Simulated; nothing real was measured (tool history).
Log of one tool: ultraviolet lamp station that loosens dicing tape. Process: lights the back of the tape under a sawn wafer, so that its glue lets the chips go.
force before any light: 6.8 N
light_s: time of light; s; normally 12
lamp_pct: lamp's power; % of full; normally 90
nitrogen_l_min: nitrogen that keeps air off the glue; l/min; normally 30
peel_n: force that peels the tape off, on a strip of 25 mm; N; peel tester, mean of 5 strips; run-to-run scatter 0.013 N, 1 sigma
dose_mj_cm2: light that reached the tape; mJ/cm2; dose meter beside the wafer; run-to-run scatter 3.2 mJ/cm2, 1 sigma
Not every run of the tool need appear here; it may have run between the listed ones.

run,hour,light_s,lamp_pct,nitrogen_l_min,peel_n,dose_mj_cm2
1,0,12,90,30,0.595,498
2,63.5,22,90,30,0.224,904
3,104.4,22,90,30,0.235,892
4,161.4,12,90,30,0.587,488
5,209.5,12,90,30,0.572,492
6,259.3,12,90,11,1.116,489
# hour 264.5: window cleaned of glue's vapour
7,306.6,12,90,11,1.115,496
8,352.9,12,90,30,0.59,494
9,412.7,12,90,30,0.605,491
10,454.2,12,90,30,0.551,488
11,511.3,12,90,15,0.878,489
12,573.7,12,90,15,0.871,489
13,655.4,8,90,15,1.672,329
14,732.8,12,90,30,0.594,486
15,805.7,12,90,30,0.582,493
16,845.9,20,61,30,0.463,551
17,904,13,82,14,0.964,479
# hour 924.5: window cleaned of glue's vapour
18,957.2,13,82,14,0.992,486
19,1006.6,10,90,36,0.725,410
20,1051.8,12,90,51,0.452,486
21,1131.2,7,63,11,3.125,201
22,1221.9,7,84,22,1.873,268

What will run 23 give?
# hour 1248.8: lamp changed
23,1262.1,7,84,22,?,?

peel_n: 1.867 N
dose_mj_cm2: 267 mJ/cm2
Minus the tool's unlogged condition, the same run would have read peel_n 1.865 N, dose_mj_cm2 267 mJ/cm2.
